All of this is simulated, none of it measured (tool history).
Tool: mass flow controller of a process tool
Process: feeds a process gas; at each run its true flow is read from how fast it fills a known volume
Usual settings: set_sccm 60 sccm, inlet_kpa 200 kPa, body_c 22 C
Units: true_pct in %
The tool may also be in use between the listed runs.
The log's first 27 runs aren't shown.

run	day	set_sccm	inlet_kpa	body_c	true_pct
# day 223.850: controller's zero set anew
28	226.821	51	266	20	99.60
29	236.654	23	200	25	98.08
30	243.342	23	200	22	98.42
31	249.808	23	200	22	98.19
32	261.188	23	200	22	98.03
33	270.333	23	200	22	98.11
34	275.975	23	253	34	96.82
35	286.904	92	265	27	99.40
36	295.650	25	200	22	97.86
37	302.171	60	180	27	98.39
38	311.912	60	180	27	98.47
39	318.267	43	226	25	98.47
40	327.542	165	211	27	100.71
41	337.121	165	154	27	100.45
42	343.796	142	154	27	99.96
43	354.696	142	154	27	99.99
44	361.092	60	159	23	98.89
45	368.042	60	159	23	98.77
46	372.929	26	209	22	97.31
47	382.917	26	209	22	97.19
48	391.050	133	218	21	100.77

3 ways to go on from here, each from the tool as it stands after run 48. What would each give?
A	402.454	84	200	22	?
B	402.454	114	218	21	?
C	402.454	60	254	22	?

run	true_pct
A	99.59
B	100.42
C	99.08
Without the tool's hidden state the same runs would have given:
run	true_pct
A	98.54
B	99.17
C	98.32

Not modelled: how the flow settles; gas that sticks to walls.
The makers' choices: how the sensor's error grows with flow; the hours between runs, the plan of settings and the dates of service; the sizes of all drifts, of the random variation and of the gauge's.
